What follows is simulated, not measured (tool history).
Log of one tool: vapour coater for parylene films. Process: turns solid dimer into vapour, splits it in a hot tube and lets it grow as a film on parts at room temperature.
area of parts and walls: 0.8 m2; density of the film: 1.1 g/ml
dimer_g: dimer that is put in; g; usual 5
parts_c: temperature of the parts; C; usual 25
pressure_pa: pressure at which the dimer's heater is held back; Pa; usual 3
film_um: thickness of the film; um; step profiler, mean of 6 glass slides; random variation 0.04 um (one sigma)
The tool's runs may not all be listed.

run	hour	dimer_g	parts_c	pressure_pa	film_um
1	0	5	25	3	4.37
2	9.4	2	25	3	1.7
3	28.6	5	25	3	4.27
4	44.5	5	25	3	4.3
5	56	5	21	3	4.61
6	66.9	5	26	3	4.25
7	87	5	26	3	4.24
8	99.6	5	25	3	4.24
9	117.6	5	25	3	4.28
10	132.3	5	25	3	4.3
11	146.8	5	25	3	4.31
12	162.2	5	25	3	4.31
13	171.9	5	25	3	4.35
# hour 184.9: trap's valve overhauled
14	188.7	5	25	3	4.31
15	198.5	5	25	3	4.36
16	216.2	7	25	5.91	5.42
17	236.2	7	32	2.01	5.89
18	253.4	7	32	2.01	5.8
19	272.4	7	32	2.01	5.73
20	282.5	5	25	3.78	4.2
21	298.5	8	33	3.78	5.85
22	312.9	8	29	3.78	6.24
23	326.6	8	29	3.78	6.25
24	336.3	8	34	3.78	5.79
25	349.5	8	34	3.78	5.78
26	365.3	4	21	2.2	3.91
27	376.4	2	21	10.26	1.48
28	386.8	4	18	2.77	3.97
29	399.7	7	25	5.58	5.46

3 ways to go on from here, each from the tool as it stands after run 29. What would each give?
A	414	5	17	3	?
B	414	7	25	5.58	?
C	414	7	21	5.58	?

run	film_um
A	4.94
B	5.46
C	5.86
Without the tool's hidden state the same runs would have given:
run	film_um
A	4.94
B	5.47
C	5.87

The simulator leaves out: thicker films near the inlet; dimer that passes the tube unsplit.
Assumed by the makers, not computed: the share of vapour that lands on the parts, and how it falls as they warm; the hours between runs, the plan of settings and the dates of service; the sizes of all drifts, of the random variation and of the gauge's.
